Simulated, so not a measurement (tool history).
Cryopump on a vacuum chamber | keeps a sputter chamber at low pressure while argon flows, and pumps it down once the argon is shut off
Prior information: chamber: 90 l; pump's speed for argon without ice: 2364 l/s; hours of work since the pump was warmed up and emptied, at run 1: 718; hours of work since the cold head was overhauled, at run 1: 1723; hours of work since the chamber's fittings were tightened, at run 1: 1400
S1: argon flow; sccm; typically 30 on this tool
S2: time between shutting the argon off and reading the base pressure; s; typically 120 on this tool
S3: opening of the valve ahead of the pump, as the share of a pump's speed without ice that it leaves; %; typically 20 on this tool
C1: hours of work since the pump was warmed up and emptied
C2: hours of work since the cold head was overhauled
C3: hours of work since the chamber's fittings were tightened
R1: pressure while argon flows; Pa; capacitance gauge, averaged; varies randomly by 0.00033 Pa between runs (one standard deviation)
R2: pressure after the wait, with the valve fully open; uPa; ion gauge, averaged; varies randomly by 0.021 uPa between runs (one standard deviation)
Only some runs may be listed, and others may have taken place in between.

run    hour  S1   S2  S3   C1    C2    C3      R1    R2
  1     0.0  30  120  20  718  1723  1400  0.1120  1.68
  2    98.7  30  120  20  805  1811  1488  0.1123  1.88
  3   150.0  30  120  17  851  1857  1534  0.1310  1.99
  4   209.0  30  120  20  904  1909  1586  0.1124  1.98
      255.6  -- pump warmed up, emptied and cooled again
  5   261.7  30  120  20    5  1952  1629  0.1074  1.70
  6   331.4  30  120  20   67  2014  1691  0.1080  1.74
  7   375.9  30  120  20  107  2053  1730  0.1082  1.82
  8   468.8  30  120  20  190  2136  1813  0.1084  1.86
  9   561.8  26  120  20  272  2219  1896  0.0944  2.02
      598.0  -- leaking fittings of the chamber tightened, without venting
 10   619.8  26  120  20  322  2269    19  0.0944  0.55
 11   674.8  26  120  20  371  2318    68  0.0947  0.64
 12   735.6  26  120  20  425  2372   122  0.0956  0.68
 13   814.6  31  182  16  496  2442   193  0.1416  0.62
 14   860.1  30  120  18  536  2482   233  0.1220  0.72
 15   943.7  30  120  18  611  2557   308  0.1234  0.77
 16  1005.0  30  120  40  665  2611   362  0.0579  0.84
 17  1096.0  60  120  40  746  2692   443  0.1173  0.96
 18  1182.0  14   69  20  823  2769   520  0.0524  1.28
 19  1248.9  33  119  31  882  2828   579  0.0823  1.14
     1319.8  -- pump warmed up, emptied and cooled again
 20  1332.6  33  124  26   11  2898   649  0.0913  0.99
 21  1382.5  33  124  26   56  2943   694  0.0916  1.01

Hidden state at the last listed run before each entry between runs and at the first one after, where it differs:
From run 4 to run 5: pump warmed up, emptied and cooled again (hour 255.6)
  pump's speed, % of a pump's without ice: 80.9 -> 99.6; cold plate's temperature, K: 12.89 -> 12.9; leak into the chamber, uPa l/s: 2987 -> 3067
  measured result minus the result with no hidden state, R1: +0.0056 -> +0.0005 Pa; R2: +1.47 -> +1.21 uPa
From run 9 to run 10: leaking fittings of the chamber tightened, without venting (hour 598.0)
  pump's speed, % of a pump's without ice: 94.1 -> 93; cold plate's temperature, K: 12.98 -> 13; leak into the chamber, uPa l/s: 3512 -> 335
  measured result minus the result with no hidden state, R1: +0.0015 -> +0.0018 Pa; R2: +1.51 -> +0.03 uPa
From run 19 to run 20: pump warmed up, emptied and cooled again (hour 1319.8)
  pump's speed, % of a pump's without ice: 80.7 -> 99.2; cold plate's temperature, K: 13.15 -> 13.17; leak into the chamber, uPa l/s: 1299 -> 1408
  measured result minus the result with no hidden state, R1: +0.0063 -> +0.0008 Pa; R2: +0.58 -> +0.48 uPa
